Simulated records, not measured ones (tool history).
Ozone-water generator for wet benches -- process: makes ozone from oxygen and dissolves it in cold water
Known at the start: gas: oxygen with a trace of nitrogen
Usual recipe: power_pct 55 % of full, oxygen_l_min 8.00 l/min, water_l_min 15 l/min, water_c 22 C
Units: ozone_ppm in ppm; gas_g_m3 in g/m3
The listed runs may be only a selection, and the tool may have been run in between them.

Run 1, hour 0.0: usual settings. Result: ozone_ppm 25.3 ppm, gas_g_m3 165.9 g/m3.
Run 2, hour 36.9: usual settings but water_l_min 23 l/min. Result: ozone_ppm 20.4 ppm, gas_g_m3 165.7 g/m3.
Run 3, hour 99.6: usual settings but water_l_min 11 l/min. Result: ozone_ppm 29.4 ppm, gas_g_m3 165.2 g/m3.
Run 4, hour 155.4: usual settings. Result: ozone_ppm 25.2 ppm, gas_g_m3 165.9 g/m3.
Run 5, hour 200.8: usual settings. Result: ozone_ppm 25.5 ppm, gas_g_m3 165.7 g/m3.
Run 6, hour 227.6: usual settings. Result: ozone_ppm 25.0 ppm, gas_g_m3 165.9 g/m3.
Run 7, hour 279.3: usual settings. Result: ozone_ppm 25.1 ppm, gas_g_m3 165.8 g/m3.
Run 8, hour 337.4: usual settings but water_l_min 11 l/min. Result: ozone_ppm 29.1 ppm, gas_g_m3 165.1 g/m3.
Run 9, hour 373.6: usual settings but power_pct 73 % of full, water_l_min 20 l/min, water_c 18 C. Result: ozone_ppm 29.0 ppm, gas_g_m3 205.9 g/m3.
Run 10, hour 408.1: usual settings but oxygen_l_min 4.00 l/min, water_l_min 13 l/min. Result: ozone_ppm 30.3 ppm, gas_g_m3 246.1 g/m3.
Run 11, hour 443.1: usual settings but oxygen_l_min 9.67 l/min, water_l_min 16 l/min, water_c 14 C. Result: ozone_ppm 27.5 ppm, gas_g_m3 147.7 g/m3.
Run 12, hour 493.8: usual settings but power_pct 45 % of full, oxygen_l_min 11.12 l/min. Result: ozone_ppm 19.9 ppm, gas_g_m3 119.5 g/m3.
Run 13, hour 532.8: usual settings but power_pct 45 % of full, oxygen_l_min 11.12 l/min. Result: ozone_ppm 19.9 ppm, gas_g_m3 118.3 g/m3.
Run 14, hour 592.9: usual settings but power_pct 45 % of full, oxygen_l_min 11.12 l/min. Result: ozone_ppm 19.9 ppm, gas_g_m3 117.7 g/m3.
Run 15, hour 650.4: usual settings but power_pct 45 % of full, oxygen_l_min 11.12 l/min. Result: ozone_ppm 19.8 ppm, gas_g_m3 116.6 g/m3.
Run 16, hour 700.5: usual settings but power_pct 45 % of full, oxygen_l_min 11.12 l/min, water_l_min 18 l/min. Result: ozone_ppm 18.5 ppm, gas_g_m3 116.8 g/m3.

Hidden state or all else? Some run-to-run changes of ozone_ppm, split into what the settings, what came in and random variation would give without the hidden state, and what is left for the hidden state (with any gauge scatter that isn't in both results):
The tool's hidden condition here consists of: yield of the discharge, % of new electrodes'; contactor's efficiency, % of a clean one's; true water temperature over the reading, C; drift of the gauge itself on ozone_ppm, %; drift of the gauge itself on gas_g_m3, %.
Run 2 -> 3: water_l_min 23 -> 11. ozone_ppm +9.0 ppm: hidden state -0.2, all else +9.2.
Run 8 -> 9: power_pct 55 -> 73, water_l_min 11 -> 20, water_c 22 -> 18. ozone_ppm -0.1 ppm: hidden state -0.3, all else +0.2.

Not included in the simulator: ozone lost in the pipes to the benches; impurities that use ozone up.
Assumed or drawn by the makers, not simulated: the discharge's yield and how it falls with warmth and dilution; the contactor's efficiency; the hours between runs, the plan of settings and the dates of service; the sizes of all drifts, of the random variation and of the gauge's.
